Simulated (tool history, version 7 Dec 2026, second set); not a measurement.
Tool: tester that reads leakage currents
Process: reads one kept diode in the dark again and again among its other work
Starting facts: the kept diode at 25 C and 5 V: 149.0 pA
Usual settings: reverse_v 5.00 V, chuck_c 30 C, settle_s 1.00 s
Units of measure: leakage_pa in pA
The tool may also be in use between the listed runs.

Run 1, hour 0.0: usual settings. Result: leakage_pa 209.79 pA.
Run 2, hour 133.2: usual settings. Result: leakage_pa 206.26 pA.
At hour 183.2: chuck's temperature calibrated.
Run 3, hour 244.1: usual settings. Result: leakage_pa 235.52 pA.
Run 4, hour 447.1: usual settings. Result: leakage_pa 231.95 pA.
Run 5, hour 561.9: usual settings. Result: leakage_pa 229.16 pA.
Run 6, hour 691.0: usual settings. Result: leakage_pa 226.18 pA.
Run 7, hour 945.0: usual settings. Result: leakage_pa 219.59 pA.
Run 8, hour 1174.0: usual settings. Result: leakage_pa 214.86 pA.
Run 9, hour 1331.4: usual settings. Result: leakage_pa 212.02 pA.
Run 10, hour 1438.3: usual settings. Result: leakage_pa 209.48 pA.
At hour 1539.2: chuck's temperature calibrated.
Run 11, hour 1576.1: usual settings but settle_s 5.39 s. Result: leakage_pa 230.35 pA.
Run 12, hour 1695.1: usual settings but settle_s 5.39 s. Result: leakage_pa 226.94 pA.
Run 13, hour 1937.9: usual settings but chuck_c 52 C. Result: leakage_pa 1375.58 pA.
Run 14, hour 2148.9: usual settings but chuck_c 52 C. Result: leakage_pa 1343.56 pA.
At hour 2175.6: probe card cleaned and baked.
Run 15, hour 2363.3: usual settings but reverse_v 1.58 V. Result: leakage_pa 122.81 pA.
Run 16, hour 2560.2: usual settings but reverse_v 1.58 V. Result: leakage_pa 121.02 pA.
Run 17, hour 2704.7: usual settings but reverse_v 1.58 V. Result: leakage_pa 118.80 pA.
At hour 2904.9: chuck's temperature calibrated.
Run 18, hour 2904.9: usual settings but reverse_v 1.58 V, settle_s 4.57 s. Result: leakage_pa 134.07 pA.
At hour 2921.8: tester calibrated.
Run 19, hour 3121.5: usual settings but reverse_v 1.58 V, settle_s 4.57 s. Result: leakage_pa 131.54 pA.
Run 20, hour 3353.3: usual settings but reverse_v 1.58 V, settle_s 4.57 s. Result: leakage_pa 128.53 pA.
Run 21, hour 3547.1: usual settings but reverse_v 1.58 V, settle_s 1.73 s. Result: leakage_pa 126.06 pA.
Run 22, hour 3658.1: usual settings but reverse_v 4.17 V, chuck_c 56 C, settle_s 6.87 s. Result: leakage_pa 1664.55 pA.
Run 23, hour 3768.9: usual settings but reverse_v 4.17 V, chuck_c 56 C, settle_s 6.87 s. Result: leakage_pa 1644.89 pA.
At hour 3865.1: tester calibrated, once more.
Run 24, hour 3967.8: usual settings but reverse_v 4.17 V, chuck_c 56 C, settle_s 6.87 s. Result: leakage_pa 1651.13 pA.
Run 25, hour 4202.9: usual settings but reverse_v 10.88 V, chuck_c 49 C, settle_s 0.51 s. Result: leakage_pa 1473.22 pA.
At hour 4267.6: chuck's temperature calibrated.
Run 26, hour 4346.7: usual settings but reverse_v 4.11 V, chuck_c 28 C, settle_s 2.08 s. Result: leakage_pa 177.10 pA.
Run 27, hour 4543.5: usual settings but reverse_v 4.11 V, chuck_c 28 C, settle_s 2.08 s. Result: leakage_pa 174.17 pA.
Run 28, hour 4736.4: usual settings but reverse_v 11.46 V, chuck_c 27 C, settle_s 1.10 s. Result: leakage_pa 254.04 pA.
Run 29, hour 4881.8: usual settings but settle_s 1.38 s. Result: leakage_pa 220.92 pA.
Run 30, hour 5075.7: usual settings but settle_s 1.38 s. Result: leakage_pa 214.20 pA.
Run 31, hour 5294.7: usual settings but reverse_v 1.56 V, chuck_c 52 C, settle_s 5.81 s. Result: leakage_pa 762.75 pA.
Run 32, hour 5487.3: usual settings but reverse_v 9.63 V, chuck_c 49 C, settle_s 5.55 s. Result: leakage_pa 1379.86 pA.
At hour 5618.3: chuck's temperature calibrated.
Run 33, hour 5698.6: usual settings but reverse_v 8.75 V, chuck_c 31 C, settle_s 5.55 s. Result: leakage_pa 329.26 pA.
Run 34, hour 5897.7: usual settings but reverse_v 8.75 V, chuck_c 28 C, settle_s 7.94 s. Result: leakage_pa 249.72 pA.
Run 35, hour 6032.2: usual settings but reverse_v 10.44 V, chuck_c 26 C, settle_s 0.34 s. Result: leakage_pa 226.27 pA.
Run 36, hour 6250.7: usual settings but reverse_v 3.08 V, chuck_c 26 C, settle_s 9.41 s. Result: leakage_pa 122.07 pA.
Run 37, hour 6439.0: usual settings but reverse_v 1.75 V, settle_s 3.57 s. Result: leakage_pa 132.30 pA.
Run 38, hour 6573.8: usual settings but reverse_v 1.75 V, settle_s 3.57 s. Result: leakage_pa 130.12 pA.
Run 39, hour 6740.7: usual settings but reverse_v 7.05 V, chuck_c 54 C, settle_s 1.51 s. Result: leakage_pa 1783.64 pA.
Run 40, hour 6873.0: usual settings but reverse_v 7.05 V, chuck_c 54 C, settle_s 1.51 s. Result: leakage_pa 1765.33 pA.

Alternative continuations, all from the tool just after run 40; predict every row:
At hour 6977.6: chuck's temperature calibrated.
Run A, hour 6982.6: usual settings but reverse_v 17.72 V, chuck_c 32 C, settle_s 0.42 s. Result: leakage_pa ?.
At hour 6977.6: chuck's temperature calibrated.
Run B, hour 6982.6: usual settings but reverse_v 5.83 V, chuck_c 31 C, settle_s 1.88 s. Result: leakage_pa ?.
At hour 6977.6: chuck's temperature calibrated.
Run C, hour 6982.6: usual settings but reverse_v 1.86 V, chuck_c 59 C, settle_s 1.96 s. Result: leakage_pa ?.

run  leakage_pa
  A      518.61
  B      279.24
  C     1547.42
Without the tool's hidden state the same runs would have given:
run  leakage_pa
  A      510.07
  B      276.01
  C     1544.10
